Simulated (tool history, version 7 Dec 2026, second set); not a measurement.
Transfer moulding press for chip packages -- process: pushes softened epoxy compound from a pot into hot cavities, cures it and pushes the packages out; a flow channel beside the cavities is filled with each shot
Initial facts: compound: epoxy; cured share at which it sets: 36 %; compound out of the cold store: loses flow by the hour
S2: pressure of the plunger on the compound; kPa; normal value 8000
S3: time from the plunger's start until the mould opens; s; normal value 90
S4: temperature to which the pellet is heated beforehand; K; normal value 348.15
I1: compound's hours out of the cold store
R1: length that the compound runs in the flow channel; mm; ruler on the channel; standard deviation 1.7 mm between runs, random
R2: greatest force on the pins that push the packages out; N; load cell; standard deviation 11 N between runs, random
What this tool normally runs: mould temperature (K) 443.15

{"run": 1, "hour": 0.0, "mould temperature (K)": 443.15, "S2": 8000, "S3": 90, "S4": 348.15, "I1": 13.2, "R1": 884, "R2": 894}
{"run": 2, "hour": 6.9, "mould temperature (K)": 443.15, "S2": 8000, "S3": 90, "S4": 348.15, "I1": 46.6, "R1": 780, "R2": 905}
{"hour": 9.3, "done": "cavities cleaned with cleaning compound and waxed"}
{"run": 3, "hour": 22.6, "mould temperature (K)": 443.15, "S2": 8000, "S3": 90, "S4": 348.15, "I1": 9.1, "R1": 893, "R2": 802}
{"hour": 35.6, "done": "plunger's sealing rings changed"}
{"run": 4, "hour": 37.0, "mould temperature (K)": 443.15, "S2": 8000, "S3": 90, "S4": 348.15, "I1": 29.8, "R1": 848, "R2": 880}
{"hour": 43.9, "done": "cavities cleaned with cleaning compound and waxed"}
{"run": 5, "hour": 51.6, "mould temperature (K)": 443.15, "S2": 7160, "S3": 90, "S4": 348.15, "I1": 18.3, "R1": 835, "R2": 689}
{"run": 6, "hour": 58.5, "mould temperature (K)": 443.15, "S2": 8000, "S3": 90, "S4": 348.15, "I1": 21.6, "R1": 868, "R2": 793}
{"run": 7, "hour": 68.0, "mould temperature (K)": 443.15, "S2": 8000, "S3": 90, "S4": 348.15, "I1": 24.3, "R1": 862, "R2": 910}
{"hour": 76.4, "done": "cavities cleaned with cleaning compound and waxed"}
{"run": 8, "hour": 80.4, "mould temperature (K)": 443.15, "S2": 8000, "S3": 90, "S4": 348.15, "I1": 20.7, "R1": 867, "R2": 591}
{"run": 9, "hour": 87.0, "mould temperature (K)": 443.15, "S2": 8000, "S3": 90, "S4": 348.15, "I1": 44.6, "R1": 801, "R2": 716}
{"run": 10, "hour": 98.9, "mould temperature (K)": 443.15, "S2": 8000, "S3": 90, "S4": 348.15, "I1": 34.5, "R1": 825, "R2": 831}
{"hour": 109.1, "done": "cavities cleaned with cleaning compound and waxed"}
{"run": 11, "hour": 111.8, "mould temperature (K)": 443.15, "S2": 8000, "S3": 90, "S4": 348.15, "I1": 16.9, "R1": 877, "R2": 569}
{"run": 12, "hour": 118.5, "mould temperature (K)": 443.15, "S2": 8000, "S3": 90, "S4": 348.15, "I1": 47.8, "R1": 786, "R2": 674}
{"hour": 121.6, "done": "mould's thermocouples calibrated"}
{"run": 13, "hour": 134.7, "mould temperature (K)": 443.15, "S2": 8000, "S3": 90, "S4": 348.15, "I1": 21.7, "R1": 860, "R2": 861}
{"hour": 143.3, "done": "cavities cleaned with cleaning compound and waxed"}
{"run": 14, "hour": 149.3, "mould temperature (K)": 443.15, "S2": 8000, "S3": 90, "S4": 348.15, "I1": 35.6, "R1": 822, "R2": 632}
{"hour": 155.1, "done": "mould's thermocouples calibrated, once more"}
{"run": 15, "hour": 166.5, "mould temperature (K)": 443.15, "S2": 8000, "S3": 90, "S4": 344.15, "I1": 17.9, "R1": 877, "R2": 835}
{"hour": 177.0, "done": "cavities cleaned with cleaning compound and waxed"}
{"run": 16, "hour": 180.4, "mould temperature (K)": 446.15, "S2": 6570, "S3": 129, "S4": 348.15, "I1": 34.5, "R1": 739, "R2": 506}
{"run": 17, "hour": 188.4, "mould temperature (K)": 439.15, "S2": 7810, "S3": 129, "S4": 348.15, "I1": 16.1, "R1": 877, "R2": 630}
{"run": 18, "hour": 198.6, "mould temperature (K)": 439.15, "S2": 7810, "S3": 129, "S4": 348.15, "I1": 42.4, "R1": 800, "R2": 757}

Run 19 has not been measured yet. What should we expect?
{"hour": 208.9, "done": "cavities cleaned with cleaning compound and waxed"}
{"run": 19, "hour": 208.9, "mould temperature (K)": 439.15, "S2": 7810, "S3": 129, "S4": 348.15, "I1": 23.8, "R1": "?", "R2": "?"}

R1: 852 mm
R2: 458 N
Minus the tool's unlogged condition, the same run would have read R1 868 mm, R2 452 N.
